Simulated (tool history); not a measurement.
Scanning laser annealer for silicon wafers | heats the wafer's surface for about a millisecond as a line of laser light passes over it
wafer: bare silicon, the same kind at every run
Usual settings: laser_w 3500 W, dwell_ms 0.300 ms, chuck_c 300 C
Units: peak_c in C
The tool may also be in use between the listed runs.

| run | hour | laser_w | dwell_ms | chuck_c | peak_c |
|---|---|---|---|---|---|
| 1 | 0.0 | 3500 | 0.300 | 300 | 975 |
| 2 | 24.4 | 3500 | 0.300 | 300 | 976 |
| 3 | 52.7 | 3500 | 0.300 | 300 | 975 |
| 4 | 73.9 | 3500 | 0.300 | 300 | 970 |
| 5 | 91.2 | 3500 | 0.300 | 300 | 975 |
| 6 | 119.0 | 3801 | 0.300 | 300 | 1027 |
| 7 | 138.6 | 3693 | 0.300 | 300 | 1004 |
| 8 | 155.6 | 3500 | 0.260 | 300 | 922 |
| 9 | 168.0 | 3500 | 0.260 | 300 | 921 |
| 10 | 184.3 | 3500 | 0.300 | 300 | 968 |
| 11 | 201.6 | 3500 | 0.258 | 300 | 914 |
| 12 | 216.6 | 3500 | 0.258 | 300 | 916 |
| 13 | 236.1 | 3500 | 0.300 | 300 | 972 |
| 14 | 264.6 | 3500 | 0.211 | 300 | 848 |
|  | 273.5 | window over the wafer cleaned |
| 15 | 278.4 | 3500 | 0.211 | 300 | 869 |
| 16 | 301.0 | 3500 | 0.211 | 300 | 868 |
|  | 307.6 | optics aligned, line set to its width |
| 17 | 333.8 | 3500 | 0.211 | 265 | 831 |
| 18 | 346.2 | 3500 | 0.211 | 265 | 829 |
| 19 | 363.5 | 3244 | 0.300 | 300 | 937 |
| 20 | 381.4 | 3244 | 0.300 | 307 | 945 |
| 21 | 409.0 | 3500 | 0.271 | 300 | 946 |
| 22 | 435.9 | 3516 | 0.257 | 300 | 931 |
|  | 455.2 | optics aligned, line set to its width, once more |
| 23 | 458.8 | 3516 | 0.257 | 300 | 943 |
| 24 | 477.6 | 3668 | 0.228 | 337 | 964 |
| 25 | 504.9 | 3841 | 0.300 | 312 | 1072 |
| 26 | 522.1 | 3841 | 0.283 | 306 | 1042 |
| 27 | 543.2 | 3542 | 0.341 | 336 | 1086 |
| 28 | 564.9 | 3542 | 0.279 | 294 | 971 |
| 29 | 577.8 | 3022 | 0.300 | 300 | 903 |
| 30 | 597.9 | 3144 | 0.225 | 300 | 832 |
| 31 | 613.5 | 3500 | 0.269 | 279 | 931 |
| 32 | 626.5 | 3270 | 0.216 | 304 | 844 |
| 33 | 651.1 | 3270 | 0.216 | 304 | 842 |
| 34 | 678.0 | 3662 | 0.332 | 300 | 1060 |

Run 35 comes next. What will it give?
| 35 | 695.5 | 3500 | 0.300 | 302 | ? |

Run 35 gave peak_c 990 C.
Without the tool's hidden state the same run would have given peak_c 1003 C.

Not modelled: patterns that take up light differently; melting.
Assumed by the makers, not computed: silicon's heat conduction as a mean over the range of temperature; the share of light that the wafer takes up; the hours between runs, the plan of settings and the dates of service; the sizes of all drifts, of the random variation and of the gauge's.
